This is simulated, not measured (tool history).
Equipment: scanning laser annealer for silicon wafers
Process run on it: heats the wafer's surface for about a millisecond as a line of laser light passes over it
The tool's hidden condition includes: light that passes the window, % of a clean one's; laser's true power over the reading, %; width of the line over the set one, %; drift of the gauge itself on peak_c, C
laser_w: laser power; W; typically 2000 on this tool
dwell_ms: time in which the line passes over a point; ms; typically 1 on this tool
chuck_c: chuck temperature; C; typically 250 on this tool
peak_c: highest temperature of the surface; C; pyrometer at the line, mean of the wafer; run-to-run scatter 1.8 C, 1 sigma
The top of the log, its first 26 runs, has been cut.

run	hour	laser_w	dwell_ms	chuck_c	hours of work since the window was cleaned	hours of work since the power meter was calibrated	hours of work since the optics were aligned	peak_c
27	969.3	1868	0.82	246	241	664	216	906
28	995.4	2107	0.91	272	256	679	230	1065
29	1035.9	1799	0.72	238	278	701	253	826
30	1073.9	1799	0.72	238	299	722	274	828
31	1119.7	1910	1.09	251	325	748	299	1037
32	1143	1845	0.78	216	338	761	312	851
33	1188.5	1845	0.78	216	363	786	338	850
34	1239.7	2112	1	288	392	815	366	1121
35	1288.4	2188	0.98	223	419	842	393	1082
36	1323.3	2188	0.98	223	438	861	413	1081
37	1369.2	1800	1	213	464	887	438	916
38	1401.8	1800	1	213	482	905	456	916
39	1442.1	1800	1	213	504	927	479	917

The next listed run, before its measurement:
40	1491.8	2000	1.17	241	532	955	506	?

Logged for run 40: peak_c 1102 C.
With the hidden condition absent and the run-to-run variation left alone, this run would have shown peak_c 1103 C.
